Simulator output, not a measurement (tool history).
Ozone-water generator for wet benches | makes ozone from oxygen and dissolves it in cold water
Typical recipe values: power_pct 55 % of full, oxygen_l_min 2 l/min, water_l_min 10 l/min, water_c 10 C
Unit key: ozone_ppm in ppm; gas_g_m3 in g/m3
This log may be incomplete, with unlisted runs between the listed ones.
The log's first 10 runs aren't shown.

run     day  power_pct  oxygen_l_min  water_l_min  water_c  hours of work since the electrodes were changed  hours of work since the contactor was cleaned  hours of work since the thermometer was calibrated  ozone_ppm  gas_g_m3
 11   11.35         55             2           10        7                                             1276                                           1938                                                1180       18.4     222.8
 12  12.154         55             2           10        7                                             1294                                           1956                                                1198       18.2     222.5
 13  13.083         55             2           12        7                                             1315                                           1977                                                1219       15.3     223.5
     13.333  -- contactor cleaned
 14  14.392         55             2            7        7                                             1341                                             24                                                1245       25.2     221.2
 15  15.462         55             2            7        7                                             1365                                             48                                                1269       24.9     219.3
 16  16.825         55             2            7        7                                             1395                                             78                                                1299         25     220.5
 17   18.15         55             2            7        7                                             1425                                            108                                                1329       25.1     222.4
 18  19.158         55          1.32            7       10                                             1447                                            130                                                1351         23     273.7
 19  20.475         55          1.32            7       10                                             1477                                            160                                                1381         23     275.4
 20  21.921         55          1.32            7       10                                             1509                                            192                                                1413         23       272
     22.721  -- contactor cleaned, once more
 21  23.258         48          1.65            7       18                                             1535                                             12                                                1439       20.6     225.9
 22  24.358         91          3.52           10       10                                             1560                                             37                                                1464       25.6       218
 23  25.858         91          3.52           10       10                                             1593                                             70                                                1497       25.4     217.6
 24  27.162         91          3.52           10       10                                             1622                                             99                                                1526       25.5     216.9
 25  28.292         47          3.52           12       10                                             1648                                            125                                                1552         15     150.3
 26  29.596         86             2           12       10                                             1677                                            154                                                1581       19.4     285.2
 27  30.242         86          3.49           12        5                                             1691                                            168                                                1595       22.5     214.1
 28  31.708         91          1.26            7       12                                             1724                                            201                                                1628       30.7     369.8
 29  33.017         49          1.74            7       12                                             1753                                            230                                                1657       22.5     222.7
 30  33.662         49          1.74            7       12                                             1768                                            245                                                1672       22.5     221.3
 31  34.312         47          1.03            7       12                                             1782                                            259                                                1686       20.3     284.3
 32   35.05         96          1.05           13        6                                             1799                                            276                                                1703       16.4     417.4

Branching from run 32: 5 alternative next runs. What would each branch give?
  A  36.221         96          2.39           10       16                                             1825                                            302                                                1729          ?         ?
  B  36.221         55          1.94           10        6                                             1825                                            302                                                1729          ?         ?
  C  36.221         61          1.29           10       17                                             1825                                            302                                                1729          ?         ?
  D  36.221         96          2.73           13        6                                             1825                                            302                                                1729          ?         ?
  E  36.221         96          1.05           10        6                                             1825                                            302                                                1729          ?         ?

run  ozone_ppm  gas_g_m3
  A       23.5     273.6
  B       18.7     221.5
  C       16.4     290.7
  D         21     256.5
  E       21.7     417.1
With no hidden state in the tool, these same runs would have given:
run  ozone_ppm  gas_g_m3
  A       24.5       284
  B       19.3     227.7
  C         17     299.4
  D         22     266.4
  E       22.6       433
